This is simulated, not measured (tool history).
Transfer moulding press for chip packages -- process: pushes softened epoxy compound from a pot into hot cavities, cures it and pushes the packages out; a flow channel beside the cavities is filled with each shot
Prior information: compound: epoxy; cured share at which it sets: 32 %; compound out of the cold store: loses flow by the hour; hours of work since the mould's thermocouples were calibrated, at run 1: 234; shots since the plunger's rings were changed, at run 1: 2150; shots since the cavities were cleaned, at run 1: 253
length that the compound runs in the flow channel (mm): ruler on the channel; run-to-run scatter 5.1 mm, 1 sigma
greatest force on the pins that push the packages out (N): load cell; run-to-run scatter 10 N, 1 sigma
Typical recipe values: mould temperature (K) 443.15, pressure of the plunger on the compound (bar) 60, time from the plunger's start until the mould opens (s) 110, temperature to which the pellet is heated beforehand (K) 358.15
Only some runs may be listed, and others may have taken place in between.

| run | hour | mould temperature (K) | pressure of the plunger on the compound (bar) | time from the plunger's start until the mould opens (s) | temperature to which the pellet is heated beforehand (K) | hours of work since the mould's thermocouples were calibrated | shots since the plunger's rings were changed | shots since the cavities were cleaned | incoming compound's hours out of the cold store | length that the compound runs in the flow channel (mm) | greatest force on the pins that push the packages out (N) |
|---|---|---|---|---|---|---|---|---|---|---|---|
| 1 | 0 | 443.15 | 60 | 110 | 358.15 | 234 | 2150 | 253 | 12.3 | 555 | 530 |
| 2 | 9 | 443.15 | 60 | 110 | 358.15 | 241 | 2265 | 368 | 42.4 | 475 | 584 |
| 3 | 15.3 | 443.15 | 60 | 110 | 358.15 | 246 | 2344 | 447 | 34.4 | 495 | 560 |
|  | 18.3 | cavities cleaned with cleaning compound and waxed |
| 4 | 24.6 | 443.15 | 60 | 110 | 358.15 | 252 | 2442 | 79 | 9.6 | 566 | 694 |
| 5 | 29.3 | 443.15 | 60 | 110 | 358.15 | 256 | 2502 | 139 | 18.4 | 532 | 681 |
| 6 | 35.3 | 443.15 | 60 | 110 | 358.15 | 260 | 2578 | 215 | 32.1 | 496 | 665 |
| 7 | 43.7 | 443.15 | 60 | 110 | 358.15 | 267 | 2685 | 322 | 26.7 | 500 | 659 |
| 8 | 50.5 | 443.15 | 60 | 110 | 358.15 | 272 | 2771 | 408 | 10 | 550 | 702 |
| 9 | 54.6 | 443.15 | 60 | 112 | 358.15 | 275 | 2823 | 460 | 28.3 | 497 | 662 |
|  | 56.9 | cavities cleaned with cleaning compound and waxed |
|  | 62 | cavities cleaned with cleaning compound and waxed, once more |
| 10 | 64.4 | 443.15 | 60 | 110 | 352.15 | 280 | 2909 | 30 | 11.4 | 541 | 489 |
| 11 | 70.2 | 446.15 | 72.5 | 110 | 352.15 | 285 | 2982 | 103 | 43.9 | 519 | 433 |
| 12 | 76.2 | 442.15 | 60 | 110 | 350.15 | 289 | 3059 | 180 | 12.2 | 547 | 557 |
| 13 | 81.8 | 439.15 | 60 | 110 | 360.15 | 294 | 3130 | 251 | 46.4 | 463 | 656 |
| 14 | 89.6 | 443.15 | 73 | 91 | 357.15 | 300 | 3229 | 350 | 32.1 | 538 | 800 |
| 15 | 98.5 | 443.15 | 63.5 | 137 | 363.15 | 307 | 3342 | 463 | 32.7 | 499 | 470 |
|  | 100.8 | cavities cleaned with cleaning compound and waxed |
| 16 | 104.3 | 448.15 | 56.4 | 137 | 363.15 | 310 | 3396 | 45 | 46.4 | 434 | 351 |
| 17 | 113.3 | 448.15 | 56.4 | 137 | 363.15 | 317 | 3510 | 159 | 15.9 | 503 | 395 |
| 18 | 120.2 | 436.15 | 62.6 | 135 | 350.15 | 322 | 3597 | 246 | 22.6 | 528 | 591 |
| 19 | 125.9 | 443.15 | 49.2 | 97 | 348.15 | 326 | 3669 | 318 | 20.1 | 462 | 756 |
| 20 | 133.5 | 443.15 | 49.2 | 101 | 348.15 | 332 | 3766 | 415 | 16.7 | 462 | 707 |

How would selected steps in length that the compound runs in the flow channel (mm) from run to run divide? Give the signed amount a tool lacking its hidden state would still show from settings, what came in and random variation, and the signed amount left for the hidden state, including any gauge scatter that is not in both of the compared results.
The hidden state here: true mould temperature over the reading, C; pressure that reaches the compound, % of what is set; grip of the stained cavities, % over clean ones'; drift of the gauge itself on flow_mm, %; drift of the gauge itself on push_out_n, %.
Run 1 -> 2: no setting changed, nothing entered. length that the compound runs in the flow channel (mm) -80: hidden state +2, all else -82.
Run 12 -> 13: mould temperature (K) 442.15 -> 439.15, temperature to which the pellet is heated beforehand (K) 350.15 -> 360.15. length that the compound runs in the flow channel (mm) -84: hidden state +3, all else -87.
Run 13 -> 14: mould temperature (K) 439.15 -> 443.15, pressure of the plunger on the compound (bar) 60 -> 73, time from the plunger's start until the mould opens (s) 110 -> 91, temperature to which the pellet is heated beforehand (K) 360.15 -> 357.15. length that the compound runs in the flow channel (mm) +75: hidden state -6, all else +81.
Run 16 -> 17: no setting changed, nothing entered. length that the compound runs in the flow channel (mm) +69: hidden state -6, all else +75.

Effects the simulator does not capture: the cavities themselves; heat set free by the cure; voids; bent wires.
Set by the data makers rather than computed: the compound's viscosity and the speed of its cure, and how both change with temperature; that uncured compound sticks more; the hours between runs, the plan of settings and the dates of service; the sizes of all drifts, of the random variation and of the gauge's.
